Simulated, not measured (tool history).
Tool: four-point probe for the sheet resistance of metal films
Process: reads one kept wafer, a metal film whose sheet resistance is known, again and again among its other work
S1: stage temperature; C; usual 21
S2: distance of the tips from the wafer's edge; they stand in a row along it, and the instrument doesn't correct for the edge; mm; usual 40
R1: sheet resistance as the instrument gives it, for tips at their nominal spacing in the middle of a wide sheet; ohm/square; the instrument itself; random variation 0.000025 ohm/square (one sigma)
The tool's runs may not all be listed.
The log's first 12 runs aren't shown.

run	day	S1	S2	R1
13	22.579	21	40	0.12786
14	24.171	21	40	0.12784
15	25.446	21	40	0.127855
16	26.825	21	40	0.127823
17	28.312	21	40	0.127867
18	30.329	21	40	0.127893
19	32.796	26	49	0.127748
20	33.871	26	49	0.127726
21	35.238	26	49	0.127761
22	37.683	22	11	0.128428
23	38.771	26	35	0.127774
24	39.796	26	35	0.127815
25	41.183	29	9	0.128561
26	43.042	23	49	0.127783
27	44.188	23	49	0.127821
28	46.417	23	49	0.127906
29	47.629	21	11	0.128435
30	49.35	24	22	0.127972
31	51.129	24	22	0.127916
32	53.583	25	42	0.12787
33	55.983	34	31	0.127729
34	58.046	34	31	0.127745
35	59.421	28	7	0.129128
36	60.6	19	34	0.128002

Forecast each of these 3 alternatives for the next run:
A	62.962	19	23	?
B	62.962	24	9	?
C	62.962	21	3	?

run	R1
A	0.128076
B	0.128655
C	0.135108
Without the tool's hidden state the same runs would have given:
run	R1
A	0.127115
B	0.127688
C	0.134099

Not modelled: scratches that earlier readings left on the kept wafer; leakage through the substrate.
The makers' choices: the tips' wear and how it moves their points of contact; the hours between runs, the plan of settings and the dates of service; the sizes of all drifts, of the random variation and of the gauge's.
